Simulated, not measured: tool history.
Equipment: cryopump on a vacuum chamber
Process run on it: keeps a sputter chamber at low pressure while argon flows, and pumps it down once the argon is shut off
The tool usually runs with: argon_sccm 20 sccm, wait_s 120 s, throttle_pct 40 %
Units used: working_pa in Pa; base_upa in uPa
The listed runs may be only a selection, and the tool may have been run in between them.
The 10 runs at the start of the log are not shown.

run	hour	argon_sccm	wait_s	throttle_pct	working_pa	base_upa
11	221.4	20	120	25	0.0627	0.64
12	236.4	20	120	25	0.0621	0.67
13	263.6	20	120	25	0.0629	0.71
14	287.9	20	120	23	0.0679	0.70
15	306.8	20	120	23	0.0685	0.69
16	334.7	20	120	40	0.0399	0.70
17	361.8	20	120	40	0.0394	0.72
18	379.4	20	53	36	0.0437	1.32
19	395.2	20	53	52	0.0313	1.32
20	419.7	20	53	52	0.0309	1.32
21	450.0	26	106	19	0.1072	0.75
22	465.8	16	21	18	0.0704	2.97
23	483.0	14	230	32	0.0349	0.52
24	498.9	9	87	38	0.0188	0.90
25	527.0	17	58	49	0.0284	1.22
26	556.6	17	58	49	0.0285	1.27
27	582.9	11	94	40	0.0228	0.93
28	604.5	11	94	40	0.0223	0.88
29	620.0	20	38	22	0.0721	1.73
30	651.4	11	120	32	0.0278	0.80
31	682.1	11	120	32	0.0281	0.79
32	699.3	11	120	32	0.0280	0.75
33	722.3	11	46	32	0.0282	1.52
34	740.3	11	120	18	0.0490	0.81

3 ways to go on from here, each from the tool as it stands after run 34. What would each give?
A	762.2	8	120	43	?	?
B	762.2	21	48	45	?	?
C	762.2	11	80	18	?	?

run	working_pa	base_upa
A	0.0153	0.83
B	0.0388	1.52
C	0.0486	1.01
With the hidden condition removed and each run's random variation left untouched, the same runs would have given:
run	working_pa	base_upa
A	0.0144	0.64
B	0.0364	1.34
C	0.0473	0.83
